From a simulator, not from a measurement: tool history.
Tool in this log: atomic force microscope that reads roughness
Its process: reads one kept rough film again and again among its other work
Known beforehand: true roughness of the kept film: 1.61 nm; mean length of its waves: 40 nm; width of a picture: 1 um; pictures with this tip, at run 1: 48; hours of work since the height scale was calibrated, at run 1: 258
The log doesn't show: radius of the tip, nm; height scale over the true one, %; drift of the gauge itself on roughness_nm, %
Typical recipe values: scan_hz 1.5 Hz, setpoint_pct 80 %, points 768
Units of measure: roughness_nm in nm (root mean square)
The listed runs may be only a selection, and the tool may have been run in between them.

run	hour	scan_hz	setpoint_pct	points	pictures with this tip	hours of work since the height scale was calibrated	roughness_nm
1	0	1.5	80	768	48	258	1.363
2	9.4	1.5	71	768	57	263	1.398
3	15.5	0.62	71	768	62	266	1.449
4	27.1	1.5	80	768	73	273	1.337
5	34.7	1.5	80	768	80	277	1.341
6	42.5	1.5	70	768	87	281	1.402
7	51.8	1.5	80	768	96	287	1.319
8	62.8	1.5	80	768	106	293	1.306
9	70.2	1.5	73	768	113	297	1.348
10	77.5	1.5	73	768	120	301	1.351
11	90.3	1.5	73	768	132	308	1.336
12	100.3	0.54	73	768	141	314	1.392
13	107.5	1.5	80	768	148	318	1.273
14	117.7	2.71	80	768	157	323	1.175
15	125.7	2.71	80	768	164	328	1.178
16	137.7	2.71	80	768	176	334	1.168
# hour 140.1: new tip fitted
17	146	2.71	80	505	6	339	1.286
18	155.6	2.71	80	505	15	344	1.276
19	168.8	2.71	80	584	27	351	1.272
20	179.8	2.71	80	584	37	358	1.265
21	189.7	2.71	63	584	46	363	1.402
22	202.7	2.71	63	584	58	370	1.399
23	213.1	2.71	63	584	68	376	1.385
24	221.4	1.5	80	768	76	381	1.339
25	232.1	1.5	80	768	86	387	1.335
26	240.7	1.5	80	768	94	391	1.339
27	248.6	1.39	80	768	101	396	1.339
28	254.7	0.94	71	519	107	399	1.412
29	265.7	0.94	71	519	117	405	1.403
30	272.6	0.94	71	519	123	409	1.39
31	282.7	0.94	85	519	133	415	1.328
32	291.2	2.08	55	786	140	420	1.389
33	296.8	2.08	79	538	146	423	1.249
34	302.4	2.08	79	538	151	426	1.243
35	308	0.82	81	340	156	429	1.335
36	320.8	0.82	81	340	168	436	1.332
# hour 331.2: new tip fitted
37	332.9	0.82	81	340	2	442	1.475
38	340.7	1.5	55	750	9	447	1.508
39	347.7	1.28	80	484	15	451	1.417
40	355.2	3.47	79	345	22	455	1.225
41	361.9	3.47	79	345	29	459	1.228
42	374.8	3.47	79	345	41	466	1.216
43	381.4	3.47	63	423	47	469	1.382
44	394.2	3.47	63	423	59	477	1.361
45	404.2	3.15	60	493	68	482	1.394
46	410.4	3.15	60	493	74	486	1.389
47	424	1.5	80	695	86	493	1.337
48	437.3	1.12	80	768	99	501	1.372
49	446.2	1.12	80	768	107	506	1.349
50	458.2	1.11	73	512	118	512	1.383
51	470.3	3.23	67	823	129	519	1.302
52	478.5	3.23	67	823	137	523	1.274

Consider 5 possible next runs. They are alternatives, not a sequence: every one starts from the tool as it was left by run 52. What does each give?
A	490.8	3.52	80	768	148	530	?
B	490.8	3.23	90	823	148	530	?
C	490.8	3.21	85	304	148	530	?
D	490.8	1.58	89	592	148	530	?
E	490.8	3.23	57	823	148	530	?

run	roughness_nm
A	1.123
B	1.03
C	1.091
D	1.221
E	1.34
Had the tool no hidden state, the same runs would have come out as:
run	roughness_nm
A	1.224
B	1.122
C	1.188
D	1.33
E	1.46
